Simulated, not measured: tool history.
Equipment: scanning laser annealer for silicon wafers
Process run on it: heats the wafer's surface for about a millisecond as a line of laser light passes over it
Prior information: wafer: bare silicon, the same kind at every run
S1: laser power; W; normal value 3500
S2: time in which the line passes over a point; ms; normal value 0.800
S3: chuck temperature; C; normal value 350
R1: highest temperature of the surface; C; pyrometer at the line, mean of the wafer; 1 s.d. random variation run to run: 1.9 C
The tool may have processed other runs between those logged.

run,hour,S1,S2,S3,R1
1,0.0,3500,0.800,350,1140
2,7.4,3500,0.937,350,1191
3,15.7,3500,0.937,350,1191
4,20.5,3500,0.937,350,1191
5,26.0,3500,0.800,350,1140
6,34.8,3500,0.800,350,1136
7,43.9,3500,0.800,350,1142
8,52.7,3500,0.800,318,1104
9,61.5,3500,0.800,318,1106
10,69.9,3500,0.800,318,1102
11,75.4,3500,0.800,318,1101
# hour 83.1: window over the wafer cleaned
12,87.3,3500,0.800,350,1158
13,94.7,3500,0.800,350,1156
14,99.8,3759,0.958,346,1303
15,107.6,3759,0.958,346,1301
16,112.7,3718,0.656,373,1180
17,122.1,3101,0.966,313,1052
18,127.5,3809,0.800,352,1257
19,131.8,3697,0.988,358,1304
20,141.7,3666,0.988,322,1257
21,150.5,3527,0.620,350,1084
22,156.5,3527,0.809,350,1166
23,161.7,3611,0.917,348,1236
24,167.6,3611,0.917,348,1238

A few steps of R1 between consecutive runs. Split each: what settings, incoming material and random variation would produce without the hidden state, and what is left over for the hidden state, along with gauge scatter present in only one of the two compared results (measured, and without hidden state):
Hidden state present: light that passes the window, % of a clean one's; laser's true power over the reading, %; width of the line over the set one, %; drift of the gauge itself on peak_c, C.
Run 1 -> 2: S2 0.800 -> 0.937. R1 +51 C: hidden state -3, all else +54.
Run 11 -> 12: S3 318 -> 350, window over the wafer cleaned. R1 +57 C: hidden state +20, all else +37.
Run 17 -> 18: S1 3101 -> 3809, S2 0.966 -> 0.800, S3 313 -> 352. R1 +205 C: hidden state -3, all else +208.
Run 20 -> 21: S1 3666 -> 3527, S2 0.988 -> 0.620, S3 322 -> 350. R1 -173 C: hidden state +2, all else -175.

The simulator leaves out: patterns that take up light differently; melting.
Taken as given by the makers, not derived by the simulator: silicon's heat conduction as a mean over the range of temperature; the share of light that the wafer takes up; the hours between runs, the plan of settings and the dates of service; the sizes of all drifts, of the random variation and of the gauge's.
